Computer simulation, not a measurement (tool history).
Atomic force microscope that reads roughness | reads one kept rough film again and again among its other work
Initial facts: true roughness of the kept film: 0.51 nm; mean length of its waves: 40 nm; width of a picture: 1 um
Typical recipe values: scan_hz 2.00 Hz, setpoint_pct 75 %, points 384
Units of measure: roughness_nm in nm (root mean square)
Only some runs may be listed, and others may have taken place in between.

run    hour  scan_hz  setpoint_pct  points  roughness_nm
  1     0.0     2.00            75     384        0.4552
       23.3  -- new tip fitted
  2    67.3     2.00            75     384        0.4596
  3   133.5     2.00            75     384        0.4592
  4   188.5     2.00            75     384        0.4577
  5   228.4     2.00            75     384        0.4562
      258.9  -- new tip fitted
  6   281.3     0.56            75     384        0.4918
  7   333.7     0.56            75     384        0.4911
  8   373.2     2.00            75     384        0.4576
  9   432.6     2.00            75     384        0.4561
      492.3  -- new tip fitted
 10   502.4     2.00            87     384        0.4321
 11   553.7     2.00            87     384        0.4305
 12   617.6     2.00            87     384        0.4287
 13   662.4     2.00            87     384        0.4270
 14   691.5     1.39            87     384        0.4454
      724.6  -- new tip fitted
 15   759.7     0.98            75     384        0.4838
 16   818.7     2.00            70     384        0.4702
 17   875.4     2.00            70     384        0.4687
 18   909.5     2.00            70     384        0.4664
      960.8  -- new tip fitted
 19   961.3     2.00            70     384        0.4733
 20   997.4     1.05            75     384        0.4828
 21  1044.6     2.00            75     292        0.4592
 22  1085.3     2.00            75     292        0.4580
 23  1122.1     2.00            75     292        0.4565
 24  1163.7     2.00            75     804        0.4582
     1195.5  -- new tip fitted
 25  1214.6     2.00            75     804        0.4647
 26  1258.9     2.00            75     896        0.4633
 27  1309.4     2.00            75     896        0.4611
 28  1342.6     0.81            79     448        0.4802
 29  1405.3     2.00            60     724        0.4835
     1429.4  -- new tip fitted
 30  1461.4     1.73            61     965        0.4913
 31  1499.7     2.28            75     384        0.4553
 32  1530.0     2.00            75     556        0.4615
 33  1595.7     1.18            58     279        0.4913
 34  1646.5     2.79            80     267        0.4249
     1663.4  -- new tip fitted
 35  1709.9     2.79            80     267        0.4300
 36  1760.6     2.70            80     895        0.4354
 37  1797.0     2.70            61     529        0.4786
 38  1830.7     2.70            61     529        0.4757
 39  1864.7     2.70            61     529        0.4758
     1896.5  -- new tip fitted
 40  1933.6     2.70            61     529        0.4818
 41  1981.3     0.78            75     384        0.4881
 42  2021.9     0.75            86     384        0.4760
     2037.7  -- height scale calibrated on a step standard
 43  2089.8     3.53            86     708        0.3859
     2130.1  -- new tip fitted
 44  2130.6     0.53            63     422        0.4976
 45  2164.7     3.28            69     384        0.4508
 46  2232.6     1.28            86     583        0.4535
 47  2265.8     1.66            66     796        0.4772
 48  2332.5     1.66            66     796        0.4754
     2364.7  -- new tip fitted
 49  2377.6     2.29            80     384        0.4404
 50  2415.8     2.29            80     384        0.4394
 51  2477.0     2.40            80     797        0.4359

What if the next run were any one of these 5? Each begins from the tool's condition after run 51:
  A  2533.0     2.43            59     491             ?
  B  2533.0     3.44            85     571             ?
  C  2533.0     1.29            77     954             ?
  D  2533.0     1.02            72     564             ?
  E  2533.0     1.46            64     817             ?

run  roughness_nm
  A        0.4769
  B        0.3919
  C        0.4680
  D        0.4792
  E        0.4814
Had the tool no hidden state, the same runs would have come out as:
run  roughness_nm
  A        0.4823
  B        0.3964
  C        0.4733
  D        0.4846
  E        0.4869
